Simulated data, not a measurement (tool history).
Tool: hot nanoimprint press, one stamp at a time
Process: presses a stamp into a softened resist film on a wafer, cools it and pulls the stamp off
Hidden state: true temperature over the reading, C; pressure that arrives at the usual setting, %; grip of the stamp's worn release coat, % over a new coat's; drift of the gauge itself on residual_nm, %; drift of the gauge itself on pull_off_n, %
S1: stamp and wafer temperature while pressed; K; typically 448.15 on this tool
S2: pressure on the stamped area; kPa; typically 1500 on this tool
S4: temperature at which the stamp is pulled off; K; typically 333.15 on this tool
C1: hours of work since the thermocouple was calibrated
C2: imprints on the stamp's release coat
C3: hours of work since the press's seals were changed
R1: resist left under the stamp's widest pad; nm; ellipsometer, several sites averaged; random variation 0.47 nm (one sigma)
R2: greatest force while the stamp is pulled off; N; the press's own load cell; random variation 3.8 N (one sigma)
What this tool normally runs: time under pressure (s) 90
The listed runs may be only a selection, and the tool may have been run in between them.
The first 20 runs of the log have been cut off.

-- day=50.892 stamp cleaned and given a new release coat
run 21 day=51.108 | S1=439.15 S2=1500 time_under_pressure_(s)=96 S4=336.15 | C1=436 C2=18 C3=357 | R1=177.2 R2=176
run 22 day=54.108 | S1=439.15 S2=1500 time_under_pressure_(s)=96 S4=336.15 | C1=481 C2=279 C3=402 | R1=177.2 R2=178
run 23 day=55.638 | S1=439.15 S2=1500 time_under_pressure_(s)=96 S4=336.15 | C1=504 C2=412 C3=425 | R1=178.3 R2=169
-- day=56.35 plate thermocouple calibrated
run 24 day=58.579 | S1=448.15 S2=1500 time_under_pressure_(s)=51 S4=330.15 | C1=34 C2=656 C3=468 | R1=165.5 R2=194
run 25 day=60.754 | S1=447.15 S2=1500 time_under_pressure_(s)=109 S4=333.15 | C1=67 C2=845 C3=501 | R1=130.4 R2=191
run 26 day=63.679 | S1=448.15 S2=970 time_under_pressure_(s)=90 S4=333.15 | C1=111 C2=1099 C3=545 | R1=162 R2=186
run 27 day=65.6 | S1=448.15 S2=970 time_under_pressure_(s)=90 S4=333.15 | C1=140 C2=1266 C3=574 | R1=161.9 R2=179
run 28 day=66.967 | S1=448.15 S2=970 time_under_pressure_(s)=90 S4=333.15 | C1=160 C2=1385 C3=595 | R1=161.9 R2=181
run 29 day=69.8 | S1=448.15 S2=1060 time_under_pressure_(s)=90 S4=329.15 | C1=203 C2=1631 C3=637 | R1=155.4 R2=190
run 30 day=72.7 | S1=459.15 S2=1900 time_under_pressure_(s)=72 S4=336.15 | C1=247 C2=1883 C3=681 | R1=90.9 R2=175

Here are 3 independent what-if runs from the current tool condition. What would each one return?
-- day=73.117 stamp cleaned and given a new release coat
run A day=74.342 | S1=459.15 S2=1900 time_under_pressure_(s)=121 S4=336.15 | C1=268 C2=107 C3=702 | R1=? R2=?
-- day=73.117 stamp cleaned and given a new release coat
run B day=74.342 | S1=448.15 S2=1820 time_under_pressure_(s)=167 S4=333.15 | C1=268 C2=107 C3=702 | R1=? R2=?
-- day=73.117 stamp cleaned and given a new release coat
run C day=74.342 | S1=457.15 S2=1500 time_under_pressure_(s)=61 S4=333.15 | C1=268 C2=107 C3=702 | R1=? R2=?

run=A R1=72.5 R2=174
run=B R1=96 R2=178
run=C R1=116.5 R2=184
With no hidden state in the tool, these same runs would have given:
run=A R1=72.4 R2=174
run=B R1=95.9 R2=178
run=C R1=116.4 R2=184

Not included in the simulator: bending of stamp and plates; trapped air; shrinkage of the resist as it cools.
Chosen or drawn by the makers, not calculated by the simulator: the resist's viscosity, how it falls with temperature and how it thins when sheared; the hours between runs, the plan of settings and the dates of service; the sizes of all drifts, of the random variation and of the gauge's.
